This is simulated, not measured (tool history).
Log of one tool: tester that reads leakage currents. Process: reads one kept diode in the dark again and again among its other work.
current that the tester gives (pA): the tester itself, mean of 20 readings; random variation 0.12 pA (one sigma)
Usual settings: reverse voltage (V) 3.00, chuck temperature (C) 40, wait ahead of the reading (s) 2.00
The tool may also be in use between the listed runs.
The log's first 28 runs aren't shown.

run	day	reverse voltage (V)	chuck temperature (C)	wait ahead of the reading (s)	hours of work since the probe card was cleaned	hours of work since the tester was calibrated	hours of work since the chuck was calibrated	current that the tester gives (pA)
29	233.933	1.15	31	8.20	896	674	2282	13.40
30	239.542	9.44	21	2.62	984	762	2370	20.28
# day 242.625: chuck's temperature calibrated
31	247.204	5.72	30	9.57	1104	881	72	29.02
32	257.033	5.72	30	9.57	1258	1036	227	29.56
# day 257.733: probe card cleaned and baked
33	265.771	5.72	30	9.57	127	1172	363	23.95
34	273.221	1.06	42	1.09	244	1289	480	29.78
35	285.267	16.99	33	1.22	434	1479	670	49.06
36	293.075	12.43	40	6.67	557	1602	793	65.53
37	301.588	12.43	40	6.67	691	1736	927	65.96
38	313.142	1.58	25	5.53	873	1918	1109	11.27
39	323.738	2.20	55	0.72	1040	2085	1276	85.36

Forecast each of these 4 alternatives for the next run:
A	334.362	3.00	40	3.26	1207	2253	1443	?
B	334.362	15.89	55	0.72	1207	2253	1443	?
C	334.362	3.57	40	2.00	1207	2253	1443	?
D	334.362	1.56	40	2.00	1207	2253	1443	?

run	current that the tester gives (pA)
A	38.46
B	178.47
C	41.05
D	29.88
Without the tool's hidden state the same runs would have given:
run	current that the tester gives (pA)
A	37.76
B	171.77
C	39.89
D	30.23

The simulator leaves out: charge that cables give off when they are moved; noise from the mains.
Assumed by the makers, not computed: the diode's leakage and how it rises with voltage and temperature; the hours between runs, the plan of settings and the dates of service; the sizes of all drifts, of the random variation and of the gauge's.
